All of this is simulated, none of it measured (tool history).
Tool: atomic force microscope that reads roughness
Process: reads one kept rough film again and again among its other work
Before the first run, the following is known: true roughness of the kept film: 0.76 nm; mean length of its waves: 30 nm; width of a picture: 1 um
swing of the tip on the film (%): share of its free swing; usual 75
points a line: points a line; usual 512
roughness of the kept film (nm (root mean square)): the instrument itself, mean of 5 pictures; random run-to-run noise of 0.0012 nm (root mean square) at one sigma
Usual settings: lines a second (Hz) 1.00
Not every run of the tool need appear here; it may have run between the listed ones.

| run | hour | lines a second (Hz) | swing of the tip on the film (%) | points a line | roughness of the kept film (nm (root mean square)) |
|---|---|---|---|---|---|
| 1 | 0.0 | 1.00 | 75 | 512 | 0.708 |
|  | 13.6 | new tip fitted |
| 2 | 58.0 | 1.00 | 75 | 271 | 0.704 |
| 3 | 101.0 | 1.00 | 75 | 271 | 0.704 |
| 4 | 165.6 | 1.00 | 75 | 512 | 0.711 |
| 5 | 233.9 | 1.00 | 75 | 512 | 0.709 |
|  | 257.9 | new tip fitted |
| 6 | 309.1 | 1.00 | 75 | 512 | 0.710 |
| 7 | 357.8 | 1.00 | 76 | 512 | 0.709 |
| 8 | 441.1 | 1.00 | 87 | 512 | 0.685 |

Predict the results of run 9:
|  | 505.1 | new tip fitted |
| 9 | 516.8 | 1.48 | 63 | 630 | ? |

{"run 9": {"roughness of the kept film (nm (root mean square))": 0.72}}
The same run, on a tool lacking any hidden state, would have yielded roughness of the kept film (nm (root mean square)) 0.719.

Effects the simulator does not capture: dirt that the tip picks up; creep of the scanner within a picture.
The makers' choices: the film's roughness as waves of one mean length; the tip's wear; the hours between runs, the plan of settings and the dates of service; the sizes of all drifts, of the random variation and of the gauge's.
